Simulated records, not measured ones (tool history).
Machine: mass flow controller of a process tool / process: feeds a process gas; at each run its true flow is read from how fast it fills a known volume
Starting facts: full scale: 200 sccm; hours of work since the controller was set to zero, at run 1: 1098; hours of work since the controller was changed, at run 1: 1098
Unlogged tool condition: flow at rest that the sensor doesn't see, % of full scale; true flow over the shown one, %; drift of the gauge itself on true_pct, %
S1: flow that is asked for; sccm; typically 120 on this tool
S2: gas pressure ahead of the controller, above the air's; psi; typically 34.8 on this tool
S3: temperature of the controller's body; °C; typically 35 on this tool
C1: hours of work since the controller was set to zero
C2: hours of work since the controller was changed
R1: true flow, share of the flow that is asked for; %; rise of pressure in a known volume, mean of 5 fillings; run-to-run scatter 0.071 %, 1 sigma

run,day,S1,S2,S3,C1,C2,R1
1,0,120,34.8,35,1098,1098,99.76
2,3.229,120,34.8,35,1148,1148,99.74
3,4.646,120,34.8,35,1170,1170,99.68
4,6.696,120,34.8,35,1202,1202,99.58
5,8.308,120,31.8,35,1228,1228,99.59
6,10.25,120,34.8,35,1258,1258,99.81
7,12.112,120,34.8,35,1287,1287,99.59
8,13.8,120,34.8,35,1313,1313,99.64
9,15.908,120,34.8,20,1346,1346,99.11
10,18.533,120,34.8,20,1387,1387,99.19
11,20.4,120,34.8,20,1417,1417,99.12
12,23.112,120,34.8,20,1459,1459,99.12
13,26.092,120,34.8,20,1506,1506,99.2
14,29.292,120,34.8,37,1556,1556,99.8
15,30.762,120,34.8,37,1579,1579,99.86
16,33.342,120,34.8,39,1619,1619,99.83
17,35.075,120,34.8,35,1646,1646,99.75
18,36.454,120,29,35,1668,1668,99.56
19,38.621,120,29,35,1701,1701,99.57
20,40.567,120,29,35,1732,1732,99.65
21,42.179,120,29,35,1757,1757,99.61
22,43.55,120,29,35,1778,1778,99.5
23,45.592,120,29,35,1810,1810,99.42
24,48.983,120,29,35,1863,1863,99.49
25,50.462,26,28.7,27,1886,1886,97.03
26,53.142,132,40,24,1928,1928,99.58
27,54.683,132,40,24,1952,1952,99.7
28,57.683,31,21.9,28,1999,1999,97.28
29,60.125,73,29.6,24,2037,2037,98.56
30,63.312,73,37.4,29,2087,2087,98.87
31,65.729,126,32.8,29,2125,2125,99.47
32,68.925,71,32.8,35,2175,2175,98.98
33,71.333,119,36.7,24,2213,2213,99.34
34,72.971,53,33.2,25,2238,2238,98.1
35,74.992,166,30.6,21,2270,2270,99.52
36,78.262,166,26.7,21,2321,2321,99.69
37,80.825,80,34.2,25,2361,2361,98.83
38,82.312,120,37.6,35,2384,2384,99.71
39,85.604,36,21.5,21,2436,2436,97.09
40,87.133,142,29.3,21,2459,2459,99.43
41,89.892,31,20.3,22,2503,2503,96.71
42,92.208,55,31.5,25,2539,2539,98.2
43,95.238,100,24.9,35,2586,2586,99.12
44,97.371,100,23.2,40,2619,2619,99.32
45,100.375,46,36.8,21,2666,2666,97.71
46,103.804,30,24.2,20,2720,2720,96.59
47,106.3,30,24.2,20,2759,2759,96.47

Forecast each of these 3 alternatives for the next run:
A,108.55,30,31.8,27,2794,2794,?
B,108.55,34,24.2,20,2794,2794,?
C,108.55,120,31.9,35,2794,2794,?

run,R1
A,96.91
B,96.8
C,99.67
The same runs, with their run-to-run variation unchanged, on a tool lacking any hidden condition would have given:
run,R1
A,98.64
B,98.26
C,99.71

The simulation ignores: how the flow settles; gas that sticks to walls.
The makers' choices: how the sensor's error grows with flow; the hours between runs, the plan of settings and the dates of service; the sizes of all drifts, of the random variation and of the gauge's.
